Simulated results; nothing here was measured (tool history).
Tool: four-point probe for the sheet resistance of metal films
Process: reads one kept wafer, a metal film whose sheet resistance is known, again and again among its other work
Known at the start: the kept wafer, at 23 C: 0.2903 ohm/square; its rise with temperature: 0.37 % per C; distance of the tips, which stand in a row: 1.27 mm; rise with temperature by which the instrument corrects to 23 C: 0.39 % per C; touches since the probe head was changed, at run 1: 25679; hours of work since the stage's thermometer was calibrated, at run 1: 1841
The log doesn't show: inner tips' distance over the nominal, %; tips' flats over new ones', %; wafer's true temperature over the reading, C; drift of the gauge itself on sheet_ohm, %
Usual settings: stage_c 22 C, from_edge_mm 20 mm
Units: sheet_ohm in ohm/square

run    hour  stage_c  from_edge_mm  touches since the probe head was changed  hours of work since the stage's thermometer was calibrated  sheet_ohm
  1       0       22            20                                     25679                                                        1841    0.29144
  2      52       22            20                                     26323                                                        1869   0.291635
  3    75.1       22            20                                     26609                                                        1881   0.291492
  4   106.6       22            20                                     26999                                                        1898   0.291541
      140.2  -- stage's thermometer calibrated
  5   148.2       22            20                                     27508                                                           4   0.290967
  6   175.9       22            20                                     27851                                                          19   0.291047
  7     226       22            20                                     28470                                                          46   0.291041
  8     265       22            20                                     28953                                                          67   0.291091
  9   304.3       22            20                                     29439                                                          88   0.291115
 10   337.8       22            20                                     29854                                                         106   0.291129
 11   362.5       22            20                                     30160                                                         119   0.291132
 12   387.4       22             5                                     30469                                                         132    0.30019
 13     421       22            40                                     30884                                                         150   0.290781
 14   443.4       22             5                                     31161                                                         162   0.300302
 15   489.5       22             5                                     31732                                                         187   0.300226
 16   530.5       22            46                                     32240                                                         209   0.290691
 17   570.4       22            20                                     32733                                                         230   0.291198
 18   615.5       22            20                                     33291                                                         254   0.291073
 19     661       22            20                                     33854                                                         278   0.291215
 20   703.7       22            20                                     34382                                                         301   0.291159
 21   753.6       22            20                                     35001                                                         328   0.291255
 22   783.6       22            20                                     35372                                                         344   0.291211
 23   824.8       26            20                                     35882                                                         366   0.291077
 24   866.4       22            36                                     36396                                                         388   0.290819
 25   894.2       34            10                                     36741                                                         403   0.292407
 26   927.3       25            10                                     37150                                                         420   0.292936
 27   954.3       19            13                                     37485                                                         435   0.292355
 28   993.4       25            70                                     37968                                                         456   0.290564
 29  1032.3       24            13                                     38450                                                         477   0.291993
 30  1072.9       25             4                                     38952                                                         498   0.305588
 31  1102.3       28            16                                     39317                                                         514    0.29138
 32  1148.8       31            31                                     39892                                                         539   0.290452
 33  1173.4       34            59                                     40196                                                         552   0.290055
 34  1215.3       28            14                                     40715                                                         574   0.291776
 35  1241.5       28            14                                     41039                                                         588   0.291691
 36  1294.4       27            10                                     41694                                                         617   0.292972
 37  1332.1       22            14                                     42160                                                         637   0.292101
 38    1377       22            13                                     42717                                                         661   0.292356
 39    1411       22            13                                     43138                                                         679    0.29231
 40  1464.1       27            20                                     43795                                                         707   0.291149
 41  1490.8       27            20                                     44125                                                         721   0.291276
 42  1514.6       27            20                                     44419                                                         734   0.291168
 43  1547.4       30             4                                     44825                                                         752   0.305306
 44  1600.2       26            63                                     45479                                                         780   0.290755
 45  1643.9       22            54                                     46019                                                         803   0.291047
 46  1674.8       28             4                                     46402                                                         820   0.305454

The same runs without the tool's hidden state, with the same run-to-run variation:
run  sheet_ohm
  1   0.290904
  2   0.291083
  3   0.290933
  4   0.290972
  5   0.290903
  6   0.290972
  7   0.290951
  8   0.290989
  9   0.291002
 10   0.291006
 11   0.291001
 12   0.300046
 13   0.290631
 14    0.30014
 15    0.30005
 16   0.290507
 17   0.291001
 18   0.290862
 19   0.290989
 20    0.29092
 21      0.291
 22   0.290945
 23   0.290801
 24   0.290528
 25   0.292112
 26   0.292626
 27   0.292034
 28   0.290236
 29   0.291652
 30   0.305219
 31   0.291019
 32    0.29008
 33   0.289677
 34    0.29138
 35   0.291286
 36   0.292549
 37   0.291665
 38   0.291905
 39   0.291849
 40   0.290676
 41   0.290795
 42   0.290681
 43   0.304787
 44   0.290239
 45   0.290514
 46   0.304891
